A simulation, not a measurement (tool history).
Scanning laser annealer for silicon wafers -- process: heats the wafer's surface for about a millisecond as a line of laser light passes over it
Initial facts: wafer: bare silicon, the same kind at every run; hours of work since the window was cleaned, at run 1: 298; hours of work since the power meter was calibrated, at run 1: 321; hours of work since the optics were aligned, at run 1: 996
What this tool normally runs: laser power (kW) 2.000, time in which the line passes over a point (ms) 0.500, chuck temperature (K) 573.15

| run | hour | laser power (kW) | time in which the line passes over a point (ms) | chuck temperature (K) | hours of work since the window was cleaned | hours of work since the power meter was calibrated | hours of work since the optics were aligned | highest temperature of the surface (K) |
|---|---|---|---|---|---|---|---|---|
| 1 | 0.0 | 2.000 | 0.500 | 573.15 | 298 | 321 | 996 | 1352.15 |
| 2 | 16.9 | 2.000 | 0.500 | 599.15 | 307 | 330 | 1005 | 1375.15 |
| 3 | 27.3 | 2.000 | 0.500 | 564.15 | 313 | 335 | 1011 | 1346.15 |
|  | 51.7 | window over the wafer cleaned |
| 4 | 52.6 | 2.000 | 0.500 | 564.15 | 0 | 348 | 1023 | 1343.15 |
| 5 | 70.8 | 1.889 | 0.500 | 573.15 | 10 | 357 | 1032 | 1305.15 |
| 6 | 81.2 | 1.889 | 0.500 | 573.15 | 16 | 363 | 1038 | 1305.15 |
| 7 | 95.5 | 1.889 | 0.500 | 573.15 | 23 | 370 | 1045 | 1304.15 |
| 8 | 115.9 | 1.889 | 0.500 | 573.15 | 34 | 381 | 1056 | 1305.15 |
| 9 | 136.3 | 1.889 | 0.500 | 573.15 | 45 | 392 | 1067 | 1305.15 |
| 10 | 156.0 | 2.000 | 0.500 | 600.15 | 55 | 402 | 1077 | 1380.15 |
| 11 | 172.4 | 2.000 | 0.500 | 600.15 | 64 | 411 | 1086 | 1380.15 |
| 12 | 191.3 | 2.000 | 0.500 | 600.15 | 74 | 421 | 1096 | 1380.15 |
| 13 | 206.8 | 1.864 | 0.500 | 573.15 | 82 | 429 | 1104 | 1296.15 |
| 14 | 225.4 | 1.864 | 0.500 | 573.15 | 92 | 439 | 1114 | 1294.15 |
| 15 | 242.6 | 2.000 | 0.500 | 573.15 | 101 | 448 | 1123 | 1352.15 |
| 16 | 254.0 | 2.000 | 0.500 | 573.15 | 107 | 454 | 1129 | 1352.15 |
| 17 | 269.0 | 2.000 | 0.619 | 573.15 | 115 | 462 | 1137 | 1451.15 |
| 18 | 292.4 | 2.000 | 0.354 | 573.15 | 127 | 474 | 1149 | 1216.15 |
| 19 | 316.2 | 2.000 | 0.500 | 573.15 | 140 | 487 | 1162 | 1352.15 |
| 20 | 328.3 | 2.000 | 0.500 | 573.15 | 146 | 493 | 1168 | 1351.15 |
| 21 | 345.6 | 1.787 | 0.367 | 594.15 | 155 | 502 | 1177 | 1176.15 |
| 22 | 365.1 | 1.826 | 0.582 | 554.15 | 165 | 513 | 1188 | 1324.15 |
| 23 | 375.0 | 1.956 | 0.582 | 546.15 | 171 | 518 | 1193 | 1372.15 |
| 24 | 386.7 | 1.956 | 0.582 | 546.15 | 177 | 524 | 1199 | 1373.15 |
| 25 | 410.8 | 2.000 | 0.494 | 550.15 | 189 | 537 | 1212 | 1324.15 |
| 26 | 433.0 | 2.083 | 0.494 | 539.15 | 201 | 548 | 1224 | 1347.15 |
| 27 | 443.1 | 2.083 | 0.494 | 539.15 | 206 | 554 | 1229 | 1347.15 |
| 28 | 461.5 | 2.000 | 0.500 | 553.15 | 216 | 563 | 1239 | 1329.15 |
| 29 | 482.3 | 2.000 | 0.500 | 553.15 | 227 | 574 | 1249 | 1334.15 |
| 30 | 502.6 | 2.000 | 0.500 | 553.15 | 238 | 585 | 1260 | 1332.15 |
| 31 | 522.0 | 2.000 | 0.500 | 553.15 | 248 | 595 | 1270 | 1330.15 |
| 32 | 537.6 | 1.714 | 0.497 | 544.15 | 256 | 604 | 1279 | 1199.15 |
| 33 | 554.2 | 1.936 | 0.480 | 598.15 | 265 | 612 | 1287 | 1333.15 |
| 34 | 567.3 | 1.773 | 0.520 | 579.15 | 272 | 619 | 1294 | 1277.15 |
| 35 | 578.2 | 2.115 | 0.456 | 608.15 | 278 | 625 | 1300 | 1396.15 |
| 36 | 597.9 | 1.755 | 0.500 | 586.15 | 288 | 635 | 1310 | 1263.15 |
| 37 | 619.5 | 2.135 | 0.500 | 553.15 | 300 | 647 | 1322 | 1390.15 |
| 38 | 629.8 | 2.135 | 0.500 | 553.15 | 305 | 652 | 1327 | 1386.15 |

5 options for the next run, each taken on its own from the tool as it stands now. Forecast them:
| A | 641.2 | 2.119 | 0.594 | 592.15 | 311 | 658 | 1333 | ? |
| B | 641.2 | 2.089 | 0.384 | 592.15 | 311 | 658 | 1333 | ? |
| C | 641.2 | 2.160 | 0.440 | 590.15 | 311 | 658 | 1333 | ? |
| D | 641.2 | 1.914 | 0.463 | 573.15 | 311 | 658 | 1333 | ? |
| E | 641.2 | 1.704 | 0.517 | 552.15 | 311 | 658 | 1333 | ? |

| run | highest temperature of the surface (K) |
|---|---|
| A | 1503.15 |
| B | 1297.15 |
| C | 1382.15 |
| D | 1284.15 |
| E | 1219.15 |
Stripped of hidden state, with their random variation kept, the same runs would have yielded:
| run | highest temperature of the surface (K) |
|---|---|
| A | 1504.15 |
| B | 1297.15 |
| C | 1382.15 |
| D | 1285.15 |
| E | 1220.15 |

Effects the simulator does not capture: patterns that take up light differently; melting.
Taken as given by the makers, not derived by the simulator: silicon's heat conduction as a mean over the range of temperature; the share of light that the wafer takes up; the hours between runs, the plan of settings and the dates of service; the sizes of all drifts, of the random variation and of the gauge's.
